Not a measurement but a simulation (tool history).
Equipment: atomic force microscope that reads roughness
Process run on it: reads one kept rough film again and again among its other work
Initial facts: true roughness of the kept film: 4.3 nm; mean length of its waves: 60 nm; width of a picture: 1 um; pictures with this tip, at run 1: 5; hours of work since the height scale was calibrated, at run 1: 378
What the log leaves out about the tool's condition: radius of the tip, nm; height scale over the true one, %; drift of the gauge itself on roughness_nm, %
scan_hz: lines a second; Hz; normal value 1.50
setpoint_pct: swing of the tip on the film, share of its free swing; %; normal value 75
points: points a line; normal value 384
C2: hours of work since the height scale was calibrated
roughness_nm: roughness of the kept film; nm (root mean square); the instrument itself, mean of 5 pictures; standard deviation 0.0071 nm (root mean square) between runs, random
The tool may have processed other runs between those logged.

Run 1, day 0.000: usual settings; pictures with this tip 5; C2 378. Result: roughness_nm 3.978 nm (root mean square).
Run 2, day 0.412: usual settings but scan_hz 0.74 Hz; pictures with this tip 24; C2 384. Result: roughness_nm 4.070 nm (root mean square).
Run 3, day 0.908: usual settings but points 984; pictures with this tip 47; C2 391. Result: roughness_nm 3.956 nm (root mean square).
Run 4, day 1.471: usual settings but setpoint_pct 89 %; pictures with this tip 73; C2 399. Result: roughness_nm 3.742 nm (root mean square).
Run 5, day 1.912: usual settings; pictures with this tip 93; C2 405. Result: roughness_nm 3.903 nm (root mean square).
Run 6, day 2.467: usual settings; pictures with this tip 119; C2 413. Result: roughness_nm 3.891 nm (root mean square).
Run 7, day 2.788: usual settings but scan_hz 0.70 Hz; pictures with this tip 134; C2 418. Result: roughness_nm 4.004 nm (root mean square).
Run 8, day 3.071: usual settings but scan_hz 0.70 Hz; pictures with this tip 147; C2 422. Result: roughness_nm 3.993 nm (root mean square).
At day 3.517: new tip fitted.
Run 9, day 3.592: usual settings; pictures with this tip 4; C2 429. Result: roughness_nm 3.979 nm (root mean square).
Run 10, day 4.025: usual settings; pictures with this tip 24; C2 435. Result: roughness_nm 3.978 nm (root mean square).
Run 11, day 4.542: usual settings; pictures with this tip 48; C2 443. Result: roughness_nm 3.946 nm (root mean square).
Run 12, day 5.121: usual settings but scan_hz 1.95 Hz; pictures with this tip 75; C2 451. Result: roughness_nm 3.868 nm (root mean square).
Run 13, day 5.617: usual settings but scan_hz 1.95 Hz; pictures with this tip 98; C2 458. Result: roughness_nm 3.870 nm (root mean square).
Run 14, day 6.117: usual settings but scan_hz 0.52 Hz; pictures with this tip 121; C2 465. Result: roughness_nm 4.035 nm (root mean square).
Run 15, day 6.608: usual settings but scan_hz 0.52 Hz; pictures with this tip 144; C2 472. Result: roughness_nm 4.024 nm (root mean square).
At day 7.146: new tip fitted.
Run 16, day 7.242: usual settings but scan_hz 0.52 Hz; pictures with this tip 5; C2 481. Result: roughness_nm 4.123 nm (root mean square).
Run 17, day 7.762: usual settings but scan_hz 0.52 Hz; pictures with this tip 29; C2 488. Result: roughness_nm 4.105 nm (root mean square).
Run 18, day 8.162: usual settings but scan_hz 0.75 Hz; pictures with this tip 48; C2 494. Result: roughness_nm 4.056 nm (root mean square).
Run 19, day 8.842: usual settings; pictures with this tip 79; C2 504. Result: roughness_nm 3.929 nm (root mean square).
Run 20, day 9.329: usual settings; pictures with this tip 102; C2 511. Result: roughness_nm 3.927 nm (root mean square).
Run 21, day 9.783: usual settings; pictures with this tip 123; C2 517. Result: roughness_nm 3.907 nm (root mean square).
Run 22, day 10.379: usual settings; pictures with this tip 150; C2 526. Result: roughness_nm 3.890 nm (root mean square).
Run 23, day 10.658: usual settings; pictures with this tip 163; C2 530. Result: roughness_nm 3.887 nm (root mean square).
At day 10.779: new tip fitted.
Run 24, day 11.104: usual settings but setpoint_pct 84 %; pictures with this tip 15; C2 536. Result: roughness_nm 3.868 nm (root mean square).
Run 25, day 11.683: usual settings but setpoint_pct 84 %; pictures with this tip 42; C2 544. Result: roughness_nm 3.841 nm (root mean square).
Run 26, day 12.325: usual settings but scan_hz 1.86 Hz, points 712; pictures with this tip 71; C2 553. Result: roughness_nm 3.901 nm (root mean square).
Run 27, day 12.721: usual settings but scan_hz 2.14 Hz, setpoint_pct 60 %, points 803; pictures with this tip 90; C2 559. Result: roughness_nm 4.013 nm (root mean square).
Run 28, day 13.088: usual settings but scan_hz 1.97 Hz, setpoint_pct 66 %, points 803; pictures with this tip 107; C2 564. Result: roughness_nm 3.972 nm (root mean square).
Run 29, day 13.567: usual settings but scan_hz 1.97 Hz, setpoint_pct 66 %, points 803; pictures with this tip 129; C2 571. Result: roughness_nm 3.963 nm (root mean square).
Run 30, day 14.017: usual settings but scan_hz 1.97 Hz, setpoint_pct 66 %, points 803; pictures with this tip 150; C2 578. Result: roughness_nm 3.946 nm (root mean square).
At day 14.383: new tip fitted.
Run 31, day 14.383: usual settings but scan_hz 1.97 Hz, setpoint_pct 66 %, points 803; pictures with this tip 0; C2 583. Result: roughness_nm 4.043 nm (root mean square).
Run 32, day 14.908: usual settings but scan_hz 2.47 Hz, points 388; pictures with this tip 24; C2 590. Result: roughness_nm 3.838 nm (root mean square).
Run 33, day 15.425: usual settings but scan_hz 1.92 Hz, points 284; pictures with this tip 48; C2 598. Result: roughness_nm 3.886 nm (root mean square).
Run 34, day 15.808: usual settings but scan_hz 1.92 Hz, points 654; pictures with this tip 66; C2 603. Result: roughness_nm 3.890 nm (root mean square).
Run 35, day 16.329: usual settings but scan_hz 1.18 Hz, setpoint_pct 73 %, points 615; pictures with this tip 90; C2 611. Result: roughness_nm 3.987 nm (root mean square).
Run 36, day 16.746: usual settings but setpoint_pct 59 %, points 1023; pictures with this tip 109; C2 616. Result: roughness_nm 4.044 nm (root mean square).
Run 37, day 17.288: usual settings but setpoint_pct 59 %, points 1023; pictures with this tip 134; C2 624. Result: roughness_nm 4.034 nm (root mean square).
Run 38, day 17.583: usual settings but setpoint_pct 59 %, points 837; pictures with this tip 148; C2 628. Result: roughness_nm 4.018 nm (root mean square).
At day 18.004: new tip fitted.
Run 39, day 18.004: usual settings but setpoint_pct 59 %, points 837; pictures with this tip 0; C2 634. Result: roughness_nm 4.120 nm (root mean square).
Run 40, day 18.325: usual settings but scan_hz 2.38 Hz, setpoint_pct 62 %, points 348; pictures with this tip 15; C2 639. Result: roughness_nm 4.023 nm (root mean square).
Run 41, day 18.858: usual settings but scan_hz 1.77 Hz; pictures with this tip 40; C2 646. Result: roughness_nm 3.930 nm (root mean square).
Run 42, day 19.504: usual settings but scan_hz 0.79 Hz, setpoint_pct 81 %, points 648; pictures with this tip 70; C2 656. Result: roughness_nm 4.014 nm (root mean square).

Each row is a separate what-if for the run after 42, all from the same tool condition, not one after another. Results?
Run A, day 19.971: usual settings but setpoint_pct 89 %, points 526; pictures with this tip 91; C2 662. Result: roughness_nm ?.
Run B, day 19.971: usual settings but scan_hz 3.06 Hz, setpoint_pct 64 %, points 673; pictures with this tip 91; C2 662. Result: roughness_nm ?.
Run C, day 19.971: usual settings but scan_hz 0.82 Hz, setpoint_pct 68 %, points 575; pictures with this tip 91; C2 662. Result: roughness_nm ?.

run  roughness_nm
  A         3.745
  B         3.933
  C         4.070
The same runs, with their run-to-run variation unchanged, on a tool lacking any hidden condition would have given:
run  roughness_nm
  A         3.791
  B         3.981
  C         4.119
